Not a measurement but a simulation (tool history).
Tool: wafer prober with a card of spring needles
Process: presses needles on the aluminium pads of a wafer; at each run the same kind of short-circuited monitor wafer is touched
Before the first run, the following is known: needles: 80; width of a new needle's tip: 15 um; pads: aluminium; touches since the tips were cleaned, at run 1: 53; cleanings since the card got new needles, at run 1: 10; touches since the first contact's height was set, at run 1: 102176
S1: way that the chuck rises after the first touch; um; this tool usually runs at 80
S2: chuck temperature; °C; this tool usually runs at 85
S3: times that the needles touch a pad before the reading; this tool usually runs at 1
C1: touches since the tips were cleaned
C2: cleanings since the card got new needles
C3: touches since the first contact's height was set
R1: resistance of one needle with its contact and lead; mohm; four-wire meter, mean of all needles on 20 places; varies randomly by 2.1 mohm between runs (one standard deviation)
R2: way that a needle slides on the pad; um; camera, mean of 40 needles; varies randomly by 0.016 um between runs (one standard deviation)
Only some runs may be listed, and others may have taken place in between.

run 1 hour=0.0 | S1=80 S2=85 S3=1 | C1=53 C2=10 C3=102176 | R1=233 R2=10.92
-- hour=18.0 tips cleaned on abrasive film
run 2 hour=22.8 | S1=80 S2=85 S3=1 | C1=2499 C2=11 C3=114012 | R1=233 R2=10.94
-- hour=36.0 tips cleaned on abrasive film
run 3 hour=46.7 | S1=80 S2=85 S3=1 | C1=5575 C2=12 C3=126467 | R1=237 R2=10.95
-- hour=53.7 tips cleaned on abrasive film
run 4 hour=69.1 | S1=80 S2=110 S3=1 | C1=8082 C2=13 C3=138116 | R1=240 R2=10.95
-- hour=71.2 tips cleaned on abrasive film
run 5 hour=84.5 | S1=80 S2=110 S3=1 | C1=6956 C2=14 C3=146086 | R1=236 R2=10.92
-- hour=88.4 tips cleaned on abrasive film
run 6 hour=103.5 | S1=80 S2=110 S3=1 | C1=7895 C2=15 C3=155967 | R1=241 R2=10.95
-- hour=104.9 tips cleaned on abrasive film
run 7 hour=115.8 | S1=80 S2=110 S3=1 | C1=5723 C2=16 C3=162340 | R1=240 R2=10.96
-- hour=122.3 tips cleaned on abrasive film
run 8 hour=127.5 | S1=80 S2=110 S3=1 | C1=2762 C2=17 C3=168399 | R1=240 R2=10.97
-- hour=138.8 tips cleaned on abrasive film
run 9 hour=151.1 | S1=80 S2=110 S3=1 | C1=6425 C2=18 C3=180642 | R1=241 R2=11.00
-- hour=156.8 tips cleaned on abrasive film
run 10 hour=166.5 | S1=80 S2=110 S3=1 | C1=5100 C2=19 C3=188652 | R1=244 R2=11.00
-- hour=174.0 tips cleaned on abrasive film
-- hour=191.3 tips cleaned on abrasive film
run 11 hour=191.3 | S1=80 S2=110 S3=1 | C1=0 C2=21 C3=201453 | R1=236 R2=11.04
run 12 hour=206.5 | S1=80 S2=110 S3=1 | C1=7943 C2=21 C3=209396 | R1=241 R2=11.01
-- hour=208.9 tips cleaned on abrasive film
-- hour=225.5 tips cleaned on abrasive film
-- hour=227.9 height of the first contact set anew
run 13 hour=229.0 | S1=74 S2=85 S3=1 | C1=1661 C2=23 C3=528 | R1=234 R2=10.20
-- hour=242.2 tips cleaned on abrasive film
run 14 hour=249.4 | S1=74 S2=85 S3=1 | C1=3732 C2=24 C3=11145 | R1=232 R2=10.19
-- hour=259.2 tips cleaned on abrasive film
run 15 hour=268.9 | S1=80 S2=85 S3=1 | C1=5061 C2=25 C3=21257 | R1=234 R2=11.04
-- hour=276.6 tips cleaned on abrasive film
run 16 hour=291.8 | S1=80 S2=85 S3=1 | C1=7941 C2=26 C3=33169 | R1=236 R2=11.05
-- hour=294.0 tips cleaned on abrasive film
run 17 hour=304.2 | S1=80 S2=59 S3=2 | C1=5275 C2=27 C3=39577 | R1=226 R2=11.06
-- hour=312.3 tips cleaned on abrasive film
run 18 hour=314.6 | S1=93 S2=68 S3=3 | C1=1221 C2=28 C3=44973 | R1=231 R2=12.85
run 19 hour=325.2 | S1=93 S2=68 S3=3 | C1=6759 C2=28 C3=50511 | R1=225 R2=12.86
-- hour=330.2 tips cleaned on abrasive film
-- hour=339.9 gauge calibrated
run 20 hour=343.3 | S1=93 S2=68 S3=3 | C1=6821 C2=29 C3=59892 | R1=228 R2=12.68
-- hour=346.9 tips cleaned on abrasive film
run 21 hour=358.6 | S1=69 S2=85 S3=1 | C1=6099 C2=30 C3=67846 | R1=237 R2=9.43
-- hour=363.7 tips cleaned on abrasive film
run 22 hour=372.8 | S1=73 S2=77 S3=2 | C1=4744 C2=31 C3=75182 | R1=237 R2=9.98
-- hour=381.0 tips cleaned on abrasive film
run 23 hour=396.5 | S1=73 S2=77 S3=2 | C1=8107 C2=32 C3=87534 | R1=232 R2=9.98
-- hour=398.7 tips cleaned on abrasive film
run 24 hour=410.0 | S1=80 S2=85 S3=1 | C1=5922 C2=33 C3=94548 | R1=230 R2=10.96
-- hour=416.2 tips cleaned on abrasive film
run 25 hour=420.5 | S1=80 S2=27 S3=3 | C1=2228 C2=34 C3=99950 | R1=218 R2=10.92
-- hour=433.1 tips cleaned on abrasive film
run 26 hour=435.3 | S1=80 S2=51 S3=1 | C1=1142 C2=35 C3=107611 | R1=226 R2=10.96
-- hour=450.5 tips cleaned on abrasive film
run 27 hour=453.0 | S1=87 S2=27 S3=1 | C1=1281 C2=36 C3=116801 | R1=219 R2=11.92
-- hour=467.8 tips cleaned on abrasive film
run 28 hour=477.4 | S1=84 S2=61 S3=3 | C1=5060 C2=37 C3=129524 | R1=228 R2=11.50
-- hour=484.9 tips cleaned on abrasive film
run 29 hour=491.6 | S1=71 S2=46 S3=1 | C1=3512 C2=38 C3=136861 | R1=223 R2=9.77
-- hour=502.1 tips cleaned on abrasive film
run 30 hour=503.3 | S1=71 S2=46 S3=1 | C1=629 C2=39 C3=142918 | R1=229 R2=9.79
run 31 hour=517.2 | S1=81 S2=85 S3=1 | C1=7883 C2=39 C3=150172 | R1=233 R2=11.15
-- hour=519.0 tips cleaned on abrasive film
run 32 hour=534.8 | S1=92 S2=95 S3=2 | C1=8249 C2=40 C3=159293 | R1=235 R2=12.65

Each row is a separate what-if for the run after 32, all from the same tool condition, not one after another. Results?
-- hour=536.5 tips cleaned on abrasive film
run A hour=545.5 | S1=92 S2=42 S3=3 | C1=4722 C2=41 C3=164849 | R1=? R2=?
-- hour=536.5 tips cleaned on abrasive film
run B hour=545.5 | S1=79 S2=95 S3=2 | C1=4722 C2=41 C3=164849 | R1=? R2=?
-- hour=536.5 tips cleaned on abrasive film
run C hour=545.5 | S1=82 S2=51 S3=2 | C1=4722 C2=41 C3=164849 | R1=? R2=?

run=A R1=223 R2=12.69
run=B R1=233 R2=10.87
run=C R1=227 R2=11.28
Without the tool's hidden state the same runs would have given:
run=A R1=223 R2=12.57
run=B R1=233 R2=10.78
run=C R1=227 R2=11.18

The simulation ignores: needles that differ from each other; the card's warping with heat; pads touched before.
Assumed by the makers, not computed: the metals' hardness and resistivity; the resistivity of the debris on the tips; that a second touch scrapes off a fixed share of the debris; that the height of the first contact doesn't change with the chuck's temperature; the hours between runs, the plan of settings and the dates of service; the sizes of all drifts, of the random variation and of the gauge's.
